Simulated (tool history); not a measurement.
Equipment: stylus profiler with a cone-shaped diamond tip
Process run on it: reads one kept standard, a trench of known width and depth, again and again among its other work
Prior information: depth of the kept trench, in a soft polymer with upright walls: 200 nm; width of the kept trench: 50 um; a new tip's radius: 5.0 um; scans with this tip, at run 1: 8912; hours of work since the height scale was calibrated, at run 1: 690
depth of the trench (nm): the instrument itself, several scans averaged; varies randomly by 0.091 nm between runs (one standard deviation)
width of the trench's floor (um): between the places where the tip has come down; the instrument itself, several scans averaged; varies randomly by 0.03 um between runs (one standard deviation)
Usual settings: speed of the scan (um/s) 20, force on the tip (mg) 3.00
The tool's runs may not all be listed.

run   hour  speed of the scan (um/s)  force on the tip (mg)  scans with this tip  hours of work since the height scale was calibrated  depth of the trench (nm)  width of the trench's floor (um)
  1    0.0                        20                   3.00                 8912                                                  690                    203.36                             45.22
  2   12.3                        20                   3.00                 9015                                                  698                    203.11                             45.24
  3   24.8                        20                   3.00                 9118                                                  706                    203.25                             45.22
  4   38.4                        20                   3.00                 9230                                                  715                    203.08                             45.17
  5   62.5                        20                   3.00                 9430                                                  730                    203.06                             45.22
  6   77.8                        20                   3.00                 9556                                                  740                    202.99                             45.17
  7  101.4                        20                   3.24                 9752                                                  755                    203.23                             45.16
  8  123.6                         6                   3.24                 9936                                                  769                    203.34                             45.19
  9  142.3                         6                   3.24                10091                                                  781                    203.26                             45.14
 10  159.6                         6                   3.24                10234                                                  792                    203.06                             45.10
 11  171.7                         6                   3.24                10334                                                  800                    203.17                             45.08
 12  193.2                        20                   4.81                10512                                                  814                    204.36                             45.01
     215.5  -- new tip fitted, height scale calibrated
 13  217.4                        20                   4.81                   16                                                    1                    204.59                             47.16
 14  237.2                        20                   4.81                  180                                                   14                    204.72                             47.10
 15  250.3                        65                   3.00                  288                                                   22                    203.32                             46.80
 16  271.3                        64                   3.00                  463                                                   36                    203.47                             46.73
 17  294.4                        27                   3.00                  654                                                   51                    203.42                             46.90
 18  316.6                        27                   3.00                  838                                                   65                    203.49                             46.84
 19  333.9                        27                   3.00                  981                                                   76                    203.28                             46.79
 20  358.5                        27                   3.00                 1185                                                   92                    203.46                             46.75
 21  381.3                        27                   3.00                 1373                                                  106                    203.60                             46.74
 22  403.2                        27                   3.00                 1554                                                  120                    203.43                             46.70
 23  419.4                        27                   3.00                 1689                                                  131                    203.32                             46.65
 24  434.9                        27                   3.00                 1817                                                  141                    203.35                             46.63
 25  450.8                        27                   3.00                 1949                                                  151                    203.39                             46.58
 26  469.2                        12                   5.56                 2101                                                  163                    205.06                             46.66
 27  486.1                        12                   5.56                 2241                                                  173                    205.04                             46.61
 28  502.4                        48                   6.93                 2376                                                  184                    205.82                             46.46
 29  525.5                        48                   6.93                 2568                                                  199                    205.86                             46.46
 30  548.5                        20                   1.14                 2758                                                  214                    201.62                             46.38
     551.4  -- height scale calibrated on a step standard
 31  560.6                        20                   5.34                 2854                                                    6                    204.95                             46.42
 32  578.0                        20                   5.34                 2998                                                   17                    204.97                             46.40
 33  589.5                        74                   3.79                 3093                                                   24                    203.87                             46.15
     596.0  -- height scale calibrated on a step standard, once more
 34  611.7                        20                   2.49                 3273                                                   10                    203.04                             46.29
 35  629.0                        70                   2.49                 3416                                                   21                    202.93                             45.94
 36  650.0                        14                   3.00                 3590                                                   35                    203.35                             46.31
 37  674.2                        14                   5.17                 3790                                                   50                    204.81                             46.31
 38  685.8                        40                   1.80                 3887                                                   58                    202.20                             46.03
 39  706.9                        41                   1.26                 4061                                                   71                    201.88                             45.91
 40  717.2                        16                   2.29                 4147                                                   78                    202.79                             46.16
 41  733.1                        12                   5.68                 4278                                                   88                    205.14                             46.14
 42  749.6                         9                   1.92                 4415                                                   98                    202.49                             46.17
 43  773.4                         9                   1.92                 4612                                                  114                    202.36                             46.08
 44  792.4                        33                   3.00                 4769                                                  126                    203.27                             45.94
 45  816.2                        36                   2.31                 4966                                                  141                    202.79                             45.84

Below are 5 alternative next runs, each starting from the tool's condition after run 45. Predict each:
  A  840.8                        16                   2.31                 5170                                                  157                         ?                                 ?
  B  840.8                         7                   4.27                 5170                                                  157                         ?                                 ?
  C  840.8                        11                   1.94                 5170                                                  157                         ?                                 ?
  D  840.8                        43                   3.00                 5170                                                  157                         ?                                 ?
  E  840.8                        69                   1.58                 5170                                                  157                         ?                                 ?

run  depth of the trench (nm)  width of the trench's floor (um)
  A                    202.67                             45.91
  B                    204.23                             46.04
  C                    202.51                             45.93
  D                    203.38                             45.78
  E                    202.05                             45.49
With the hidden condition removed and each run's random variation left untouched, the same runs would have given:
run  depth of the trench (nm)  width of the trench's floor (um)
  A                    202.76                             47.08
  B                    204.33                             47.21
  C                    202.60                             47.10
  D                    203.47                             46.95
  E                    202.14                             46.66

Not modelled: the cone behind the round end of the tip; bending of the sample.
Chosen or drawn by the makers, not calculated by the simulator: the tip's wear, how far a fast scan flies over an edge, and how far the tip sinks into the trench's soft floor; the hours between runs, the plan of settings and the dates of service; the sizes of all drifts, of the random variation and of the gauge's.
